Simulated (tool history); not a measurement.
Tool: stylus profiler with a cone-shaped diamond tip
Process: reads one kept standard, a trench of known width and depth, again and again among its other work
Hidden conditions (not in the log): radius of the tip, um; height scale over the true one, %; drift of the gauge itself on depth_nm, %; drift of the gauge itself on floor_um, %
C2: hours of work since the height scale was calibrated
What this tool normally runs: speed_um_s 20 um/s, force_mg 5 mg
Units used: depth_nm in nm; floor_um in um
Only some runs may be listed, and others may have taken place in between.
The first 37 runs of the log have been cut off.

{"run": 38, "hour": 447.4, "speed_um_s": 43, "force_mg": 13.41, "scans with this tip": 3654, "C2": 32, "depth_nm": 1038.99, "floor_um": 93.7}
{"run": 39, "hour": 458.3, "speed_um_s": 5, "force_mg": 12.51, "scans with this tip": 3727, "C2": 40, "depth_nm": 1036.92, "floor_um": 93.76}
{"run": 40, "hour": 466.8, "speed_um_s": 11, "force_mg": 3.19, "scans with this tip": 3785, "C2": 46, "depth_nm": 1015.09, "floor_um": 93.74}
{"run": 41, "hour": 480.4, "speed_um_s": 27, "force_mg": 10.15, "scans with this tip": 3877, "C2": 57, "depth_nm": 1032.16, "floor_um": 93.71}
{"run": 42, "hour": 489.9, "speed_um_s": 11, "force_mg": 5, "scans with this tip": 3941, "C2": 64, "depth_nm": 1020.14, "floor_um": 93.81}
{"run": 43, "hour": 504.5, "speed_um_s": 13, "force_mg": 14.16, "scans with this tip": 4040, "C2": 75, "depth_nm": 1040.57, "floor_um": 93.75}
{"run": 44, "hour": 516.1, "speed_um_s": 13, "force_mg": 14.16, "scans with this tip": 4118, "C2": 84, "depth_nm": 1040.09, "floor_um": 93.72}
{"run": 45, "hour": 523.8, "speed_um_s": 17, "force_mg": 3.67, "scans with this tip": 4171, "C2": 90, "depth_nm": 1016.4, "floor_um": 93.71}
{"run": 46, "hour": 537.3, "speed_um_s": 11, "force_mg": 2.16, "scans with this tip": 4262, "C2": 100, "depth_nm": 1011.59, "floor_um": 93.76}

Alternative continuations, all from the tool just after run 46; predict every row:
{"run": "A", "hour": 545.9, "speed_um_s": 30, "force_mg": 3.09, "scans with this tip": 4320, "C2": 107, "depth_nm": "?", "floor_um": "?"}
{"run": "B", "hour": 545.9, "speed_um_s": 16, "force_mg": 3.6, "scans with this tip": 4320, "C2": 107, "depth_nm": "?", "floor_um": "?"}
{"run": "C", "hour": 545.9, "speed_um_s": 20, "force_mg": 11.19, "scans with this tip": 4320, "C2": 107, "depth_nm": "?", "floor_um": "?"}

run=A depth_nm=1014.6 floor_um=93.66
run=B depth_nm=1016.1 floor_um=93.71
run=C depth_nm=1034.65 floor_um=93.74
Without the tool's hidden state the same runs would have given:
run=A depth_nm=1014.39 floor_um=93.91
run=B depth_nm=1015.89 floor_um=93.96
run=C depth_nm=1034.43 floor_um=93.98
